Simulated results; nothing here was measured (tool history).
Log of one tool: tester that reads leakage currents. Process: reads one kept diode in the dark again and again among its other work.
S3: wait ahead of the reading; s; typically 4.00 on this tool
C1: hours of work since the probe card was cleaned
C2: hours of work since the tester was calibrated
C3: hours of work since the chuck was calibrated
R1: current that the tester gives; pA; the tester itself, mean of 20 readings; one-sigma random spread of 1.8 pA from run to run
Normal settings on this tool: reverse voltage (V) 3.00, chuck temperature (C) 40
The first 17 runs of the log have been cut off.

Run 18, day 109.125: usual settings but S3 1.03 s; C1 534; C2 2657; C3 577. Result: R1 589.30 pA.
Run 19, day 114.767: usual settings but S3 1.03 s; C1 637; C2 2759; C3 680. Result: R1 586.97 pA.
Run 20, day 119.317: usual settings but reverse voltage (V) 3.95, chuck temperature (C) 43, S3 4.45 s; C1 720; C2 2842; C3 763. Result: R1 814.45 pA.
Run 21, day 126.983: usual settings but reverse voltage (V) 3.95, chuck temperature (C) 43, S3 4.45 s; C1 859; C2 2982; C3 903. Result: R1 806.04 pA.
Run 22, day 134.429: usual settings but reverse voltage (V) 3.95, chuck temperature (C) 43, S3 4.45 s; C1 995; C2 3118; C3 1039. Result: R1 801.83 pA.
Run 23, day 141.729: usual settings but reverse voltage (V) 5.53, chuck temperature (C) 38, S3 0.78 s; C1 1128; C2 3251; C3 1172. Result: R1 593.90 pA.
Run 24, day 151.154: usual settings but reverse voltage (V) 5.53, chuck temperature (C) 38, S3 0.78 s; C1 1300; C2 3423; C3 1343. Result: R1 590.44 pA.
At day 159.342: chuck's temperature calibrated.
Run 25, day 159.558: usual settings but reverse voltage (V) 5.23, chuck temperature (C) 21, S3 2.25 s; C1 1451; C2 3574; C3 4. Result: R1 141.13 pA.
Run 26, day 164.804: usual settings but reverse voltage (V) 3.02, chuck temperature (C) 23, S3 4.05 s; C1 1547; C2 3670; C3 100. Result: R1 141.68 pA.
Run 27, day 169.888: usual settings but reverse voltage (V) 3.02, chuck temperature (C) 30, S3 4.05 s; C1 1640; C2 3762; C3 192. Result: R1 258.75 pA.
Run 28, day 174.825: usual settings but reverse voltage (V) 19.45, chuck temperature (C) 30, S3 0.85 s; C1 1730; C2 3852; C3 282. Result: R1 472.81 pA.
Run 29, day 181.808: usual settings but chuck temperature (C) 38; C1 1857; C2 3980; C3 409. Result: R1 505.02 pA.
Run 30, day 189.442: usual settings but chuck temperature (C) 38; C1 1996; C2 4119; C3 549. Result: R1 501.48 pA.
Run 31, day 196.808: usual settings but reverse voltage (V) 4.01, S3 2.33 s; C1 2130; C2 4253; C3 683. Result: R1 642.44 pA.
Run 32, day 202.004: usual settings but reverse voltage (V) 1.44, S3 3.50 s; C1 2225; C2 4348; C3 778. Result: R1 468.53 pA.
At day 207.208: probe card cleaned and baked.
Run 33, day 207.208: usual settings but reverse voltage (V) 1.44, S3 3.50 s; C1 0; C2 4440; C3 870. Result: R1 464.30 pA.
Run 34, day 215.325: usual settings but reverse voltage (V) 12.75, chuck temperature (C) 52, S3 7.70 s; C1 148; C2 4588; C3 1018. Result: R1 2292.61 pA.
Run 35, day 222.096: usual settings but reverse voltage (V) 5.14, chuck temperature (C) 20, S3 1.78 s; C1 271; C2 4712; C3 1141. Result: R1 119.68 pA.
Run 36, day 230.846: usual settings but reverse voltage (V) 1.65, chuck temperature (C) 20, S3 7.98 s; C1 431; C2 4871; C3 1301. Result: R1 84.25 pA.
Run 37, day 236.967: usual settings but reverse voltage (V) 1.90, chuck temperature (C) 23; C1 542; C2 4983; C3 1412. Result: R1 115.11 pA.
At day 241.075: chuck's temperature calibrated.
Run 38, day 243.896: usual settings but chuck temperature (C) 49, S3 1.84 s; C1 667; C2 5108; C3 51. Result: R1 1197.16 pA.

3 options for the next run, each taken on its own from the tool as it stands now. Forecast them:
Run A, day 248.492: usual settings but reverse voltage (V) 5.67, chuck temperature (C) 49, S3 1.84 s; C1 751; C2 5191; C3 135. Result: R1 ?.
Run B, day 248.492: usual settings but reverse voltage (V) 9.70, chuck temperature (C) 26, S3 2.98 s; C1 751; C2 5191; C3 135. Result: R1 ?.
Run C, day 248.492: usual settings but reverse voltage (V) 18.52; C1 751; C2 5191; C3 135. Result: R1 ?.

run       R1
  A  1449.44
  B   257.26
  C  1018.88
Take away the tool's hidden state, keep each run's random variation, and the runs would have read:
run       R1
  A  1491.89
  B   261.14
  C  1042.51
